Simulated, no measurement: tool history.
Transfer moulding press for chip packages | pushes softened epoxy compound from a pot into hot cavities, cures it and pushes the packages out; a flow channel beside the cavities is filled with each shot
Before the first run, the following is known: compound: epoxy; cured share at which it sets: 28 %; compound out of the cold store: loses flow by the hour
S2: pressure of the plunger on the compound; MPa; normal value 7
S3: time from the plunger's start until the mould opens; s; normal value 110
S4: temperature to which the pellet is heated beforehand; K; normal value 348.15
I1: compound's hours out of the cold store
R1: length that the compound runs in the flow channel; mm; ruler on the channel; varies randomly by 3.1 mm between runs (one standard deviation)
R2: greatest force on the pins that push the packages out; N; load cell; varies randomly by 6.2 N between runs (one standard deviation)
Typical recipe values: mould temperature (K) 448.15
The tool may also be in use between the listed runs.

Run 1, hour 0: usual settings; I1 19.8. Result: R1 707 mm, R2 280 N.
Run 2, hour 21: usual settings; I1 44.6. Result: R1 652 mm, R2 373 N.
At hour 45.4: plunger's sealing rings changed.
At hour 49.4: cavities cleaned with cleaning compound and waxed.
Run 3, hour 51.2: usual settings but S3 127 s; I1 13.9. Result: R1 736 mm, R2 469 N.
Run 4, hour 67.1: usual settings but S2 6.03 MPa, S3 127 s; I1 43.2. Result: R1 619 mm, R2 483 N.
Run 5, hour 86.9: usual settings but S3 104 s; I1 39.9. Result: R1 676 mm, R2 529 N.
At hour 104.8: cavities cleaned with cleaning compound and waxed.
Run 6, hour 113.7: usual settings; I1 39.2. Result: R1 673 mm, R2 304 N.
At hour 123: cavities cleaned with cleaning compound and waxed, once more.
At hour 132.8: mould's thermocouples calibrated.
Run 7, hour 140.6: usual settings but S3 136 s; I1 35.9. Result: R1 686 mm, R2 311 N.
Run 8, hour 160.5: usual settings but S2 6.58 MPa, S3 136 s; I1 31.9. Result: R1 674 mm, R2 384 N.
Run 9, hour 172.9: usual settings but S2 6.58 MPa, S3 136 s; I1 44.6. Result: R1 649 mm, R2 412 N.
At hour 179.8: cavities cleaned with cleaning compound and waxed.
Run 10, hour 201.6: usual settings but S2 6.58 MPa, S3 136 s; I1 40.3. Result: R1 646 mm, R2 340 N.
Run 11, hour 224.6: usual settings; I1 39.6. Result: R1 670 mm, R2 440 N.
At hour 234.2: cavities cleaned with cleaning compound and waxed.
Run 12, hour 240: usual settings; I1 30.6. Result: R1 693 mm, R2 284 N.
Run 13, hour 257.6: usual settings; I1 41.6. Result: R1 662 mm, R2 366 N.
Run 14, hour 275.6: usual settings but S3 133 s; I1 9.3. Result: R1 735 mm, R2 396 N.
At hour 288.9: cavities cleaned with cleaning compound and waxed.
Run 15, hour 291.7: usual settings but mould temperature (K) 454.15, S2 7.46 MPa, S3 129 s, S4 340.15 K; I1 35.8. Result: R1 676 mm, R2 237 N.
Run 16, hour 307.1: usual settings but mould temperature (K) 442.15, S3 129 s, S4 356.15 K; I1 38.4. Result: R1 683 mm, R2 336 N.
At hour 328.9: plunger's sealing rings changed.
Run 17, hour 333.3: usual settings but mould temperature (K) 442.15, S3 129 s, S4 356.15 K; I1 25.9. Result: R1 731 mm, R2 430 N.
At hour 347.1: cavities cleaned with cleaning compound and waxed.
Run 18, hour 362.2: usual settings but mould temperature (K) 442.15, S3 129 s, S4 356.15 K; I1 29.8. Result: R1 730 mm, R2 352 N.
Run 19, hour 374.3: usual settings but mould temperature (K) 442.15, S3 129 s, S4 356.15 K; I1 9.5. Result: R1 768 mm, R2 393 N.
At hour 400.7: cavities cleaned with cleaning compound and waxed.
Run 20, hour 403.3: usual settings but S4 346.15 K; I1 33.2. Result: R1 691 mm, R2 260 N.
Run 21, hour 419.3: usual settings but S3 95 s, S4 341.15 K; I1 29.2. Result: R1 698 mm, R2 383 N.
Run 22, hour 433.8: usual settings but S2 8.72 MPa, S3 127 s, S4 341.15 K; I1 31.2. Result: R1 774 mm, R2 385 N.
At hour 455.2: cavities cleaned with cleaning compound and waxed.
Run 23, hour 462.2: usual settings but mould temperature (K) 449.15, S2 5.22 MPa, S3 141 s, S4 349.15 K; I1 12.2. Result: R1 633 mm, R2 262 N.
Run 24, hour 478.9: usual settings but mould temperature (K) 452.15, S2 7.27 MPa, S3 105 s, S4 351.15 K; I1 45.2. Result: R1 662 mm, R2 343 N.
Run 25, hour 495.5: usual settings but mould temperature (K) 443.15, S2 7.27 MPa, S3 149 s, S4 354.15 K; I1 26.1. Result: R1 735 mm, R2 409 N.
At hour 509.9: cavities cleaned with cleaning compound and waxed.
Run 26, hour 519.9: usual settings but mould temperature (K) 456.15, S2 8.75 MPa, S3 128 s, S4 349.15 K; I1 42.2. Result: R1 718 mm, R2 278 N.
Run 27, hour 531.2: usual settings but S2 6.34 MPa, S4 346.15 K; I1 47.2. Result: R1 620 mm, R2 349 N.
Run 28, hour 554.6: usual settings but mould temperature (K) 446.15, S2 8.72 MPa, S3 105 s, S4 342.15 K; I1 14.4. Result: R1 817 mm, R2 478 N.

Below are 3 alternative next runs, each starting from the tool's condition after run 28. Predict each:
At hour 563.8: cavities cleaned with cleaning compound and waxed.
Run A, hour 572.7: usual settings but mould temperature (K) 456.15, S2 7.88 MPa; I1 34.3. Result: R1 ?, R2 ?.
At hour 563.8: cavities cleaned with cleaning compound and waxed.
Run B, hour 572.7: usual settings but S4 347.15 K; I1 28.8. Result: R1 ?, R2 ?.
At hour 563.8: cavities cleaned with cleaning compound and waxed.
Run C, hour 572.7: usual settings but mould temperature (K) 446.15, S2 5.9 MPa, S3 105 s, S4 342.15 K; I1 12. Result: R1 ?, R2 ?.

run   R1   R2
  A  691  270
  B  684  295
  C  676  338
The same runs, with their run-to-run variation unchanged, on a tool lacking any hidden condition would have given:
run   R1   R2
  A  709  215
  B  702  239
  C  694  279
